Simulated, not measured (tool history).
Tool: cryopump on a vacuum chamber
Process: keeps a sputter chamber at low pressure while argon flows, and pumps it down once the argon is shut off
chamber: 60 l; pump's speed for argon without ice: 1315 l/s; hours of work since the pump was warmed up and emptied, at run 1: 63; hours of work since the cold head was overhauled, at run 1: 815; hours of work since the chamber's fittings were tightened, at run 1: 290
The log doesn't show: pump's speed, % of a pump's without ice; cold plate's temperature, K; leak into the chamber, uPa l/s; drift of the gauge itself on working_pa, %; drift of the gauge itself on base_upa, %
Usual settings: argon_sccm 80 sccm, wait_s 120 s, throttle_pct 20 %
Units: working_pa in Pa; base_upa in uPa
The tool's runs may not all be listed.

run    hour  argon_sccm  wait_s  throttle_pct  hours of work since the pump was warmed up and emptied  hours of work since the cold head was overhauled  hours of work since the chamber's fittings were tightened  working_pa  base_upa
  1       0          80     120            20                                                      63                                               815                                                        290      0.5155       1.4
  2    81.8          80     120            20                                                     100                                               853                                                        327      0.5179      1.44
  3   163.9          80     120            20                                                     138                                               891                                                        365      0.5202      1.51
  4   248.5          80     120            20                                                     177                                               930                                                        404      0.5184      1.56
  5   291.3         116     120            20                                                     197                                               950                                                        424      0.7562      1.58
  6   377.3         116     120            20                                                     237                                               990                                                        464      0.7555      1.66
  7   444.2         116     120            20                                                     268                                              1021                                                        495      0.7593      1.65
  8   501.2         116     120            20                                                     294                                              1047                                                        521      0.7609      1.74
  9   554.8         116     120            20                                                     319                                              1072                                                        546      0.7623      1.72
 10   609.6         116     120            20                                                     344                                              1097                                                        571      0.7628      1.76
 11   681.1         116     120            20                                                     377                                              1130                                                        604      0.7652      1.84
 12   769.6         116     120            20                                                     418                                              1171                                                        645      0.7675      1.93
 13   807.2         116     120            20                                                     436                                              1189                                                        663       0.762      1.95
 14   889.9         116     120            20                                                     474                                              1227                                                        701      0.7756      1.91
 15   955.2         118     230            37                                                     504                                              1257                                                        731      0.4412      1.62
 16  1010.4          41     289            37                                                     530                                              1282                                                        757       0.153      1.59
 17  1057.1          80      43            20                                                     551                                              1304                                                        778      0.5372      3.57
 18  1142.9          73      55            20                                                     591                                              1344                                                        818      0.4892      3.04
 19  1180.5          73      55            20                                                     608                                              1361                                                        835      0.4862      3.15
 20  1239.7         117      55            20                                                     636                                              1388                                                        863       0.789      3.26
 21  1319.4         117     174            16                                                     672                                              1425                                                        899      0.9768      2.01
     1390.5  -- pump warmed up, emptied and cooled again
 22  1390.5          41      56            54                                                       0                                              1456                                                        930      0.0989      2.96
 23  1456.9          80      43            45                                                      31                                              1487                                                        961      0.2325      3.55
 24  1512.5          76      97            20                                                      56                                              1512                                                        986      0.4934      2.29
 25  1581.3          76      97            20                                                      88                                              1544                                                       1018      0.4927      2.35
 26  1638.7          76      97            27                                                     115                                              1571                                                       1045       0.367      2.38
 27  1722.1          58     132            27                                                     153                                              1609                                                       1083      0.2815      2.19
 28  1775.1          58     132            27                                                     178                                              1634                                                       1108      0.2798      2.23

Hidden state or all else? Some run-to-run changes of working_pa, split into what the settings, what came in and random variation would give without the hidden state, and what is left for the hidden state (with any gauge scatter that isn't in both results):
Run 15 -> 16: argon_sccm 118 -> 41, wait_s 230 -> 289. working_pa -0.2882 Pa: hidden state -0.0177, all else -0.2705.
Run 16 -> 17: argon_sccm 41 -> 80, wait_s 289 -> 43, throttle_pct 37 -> 20. working_pa +0.3842 Pa: hidden state +0.0107, all else +0.3735.
Run 21 -> 22: argon_sccm 117 -> 41, wait_s 174 -> 56, throttle_pct 16 -> 54, pump warmed up, emptied and cooled again. working_pa -0.8779 Pa: hidden state -0.0375, all else -0.8404.

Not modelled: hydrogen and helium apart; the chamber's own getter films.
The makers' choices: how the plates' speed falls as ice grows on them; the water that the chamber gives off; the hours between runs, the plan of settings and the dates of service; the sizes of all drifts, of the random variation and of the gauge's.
